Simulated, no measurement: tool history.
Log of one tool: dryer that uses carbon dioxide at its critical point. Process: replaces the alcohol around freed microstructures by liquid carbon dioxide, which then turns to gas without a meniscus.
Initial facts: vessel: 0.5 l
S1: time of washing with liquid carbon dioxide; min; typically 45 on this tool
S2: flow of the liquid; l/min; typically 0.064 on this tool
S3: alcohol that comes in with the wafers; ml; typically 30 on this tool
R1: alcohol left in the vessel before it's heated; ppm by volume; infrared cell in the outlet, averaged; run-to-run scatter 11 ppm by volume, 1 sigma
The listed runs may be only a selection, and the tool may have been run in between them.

run	hour	S1	S2	S3	R1
1	0	45	0.064	30	731
2	14.7	45	0.064	30	741
3	22.4	45	0.064	30	764
4	38.7	65	0.064	30	139
5	53.3	65	0.064	30	144
6	61.7	65	0.064	30	152
7	71.1	45	0.064	30	772
8	86	45	0.064	30	793
9	93.3	45	0.064	30	810
10	106.5	45	0.064	30	806
11	117.5	45	0.064	30	814
12	125.7	45	0.064	30	799
13	138.5	45	0.064	30	819
14	149.3	45	0.064	42	1115
15	162	48	0.1068	107	170
16	176.1	48	0.1068	107	176
17	192	48	0.1068	107	176
18	208.5	45	0.0756	90	1213
19	220.7	65	0.0756	45	122
20	228.9	48	0.0992	69	190
21	243.4	28	0.0809	55	3965
22	259.1	42	0.0602	33	1609
23	271.2	28	0.0602	27	4489

Expected results for the next run?
24	278.7	47	0.0575	60	?

Run 24 produced R1 2171 ppm by volume.
The same run, on a tool lacking any hidden state, would have yielded R1 1583 ppm by volume.
